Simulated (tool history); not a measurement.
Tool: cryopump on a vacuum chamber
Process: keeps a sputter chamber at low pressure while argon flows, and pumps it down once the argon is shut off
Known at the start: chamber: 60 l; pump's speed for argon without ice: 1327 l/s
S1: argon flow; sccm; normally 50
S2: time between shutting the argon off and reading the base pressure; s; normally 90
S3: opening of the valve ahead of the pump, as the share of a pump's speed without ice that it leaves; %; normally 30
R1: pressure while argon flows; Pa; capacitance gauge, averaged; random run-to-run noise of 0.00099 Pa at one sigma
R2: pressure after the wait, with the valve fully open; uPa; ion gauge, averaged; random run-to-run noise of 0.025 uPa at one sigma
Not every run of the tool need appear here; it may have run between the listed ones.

Run 1, day 0: usual settings. Result: R1 0.2163 Pa, R2 1.19 uPa.
Run 2, day 0.567: usual settings. Result: R1 0.2154 Pa, R2 1.27 uPa.
Run 3, day 0.917: usual settings but S2 88 s. Result: R1 0.2159 Pa, R2 1.21 uPa.
Run 4, day 1.521: usual settings but S2 88 s, S3 57 %. Result: R1 0.1139 Pa, R2 1.25 uPa.
Run 5, day 1.85: usual settings but S2 88 s, S3 57 %. Result: R1 0.117 Pa, R2 1.25 uPa.
Run 6, day 2.408: usual settings but S2 88 s, S3 57 %. Result: R1 0.1165 Pa, R2 1.25 uPa.
Run 7, day 2.754: usual settings but S2 88 s, S3 57 %. Result: R1 0.1165 Pa, R2 1.24 uPa.
Run 8, day 3.254: usual settings but S1 54 sccm, S2 156 s, S3 22 %. Result: R1 0.3193 Pa, R2 0.94 uPa.
Run 9, day 3.533: usual settings but S1 27 sccm, S2 59 s, S3 16 %. Result: R1 0.2176 Pa, R2 1.6 uPa.
Run 10, day 4.167: usual settings but S1 36 sccm, S2 100 s, S3 15 %. Result: R1 0.3078 Pa, R2 1.17 uPa.
Run 11, day 4.458: usual settings but S1 23 sccm, S2 33 s. Result: R1 0.0992 Pa, R2 2.54 uPa.
Run 12, day 4.742: usual settings but S1 94 sccm, S2 115 s, S3 41 %. Result: R1 0.3001 Pa, R2 1.08 uPa.
Run 13, day 5.071: usual settings but S1 39 sccm, S2 65 s, S3 17 %. Result: R1 0.2968 Pa, R2 1.53 uPa.
Run 14, day 5.438: usual settings but S1 39 sccm, S2 65 s, S3 17 %. Result: R1 0.2954 Pa, R2 1.51 uPa.

Results per run with the tool's hidden condition removed, run-to-run variation unchanged:
Hidden conditions of the tool in this case: pump's speed, % of a pump's without ice; cold plate's temperature, K; leak into the chamber, uPa l/s; drift of the gauge itself on working_pa, %; drift of the gauge itself on base_upa, %.
run      R1    R2
  1  0.2132  0.94
  2  0.2121  1.02
  3  0.2124  0.96
  4  0.1102  0.99
  5  0.1132  0.99
  6  0.1124  0.99
  7  0.1123  0.98
  8  0.3146  0.67
  9  0.2152  1.33
 10  0.3044   0.9
 11   0.097  2.26
 12  0.2908   0.8
 13  0.2928  1.25
 14  0.2914  1.23
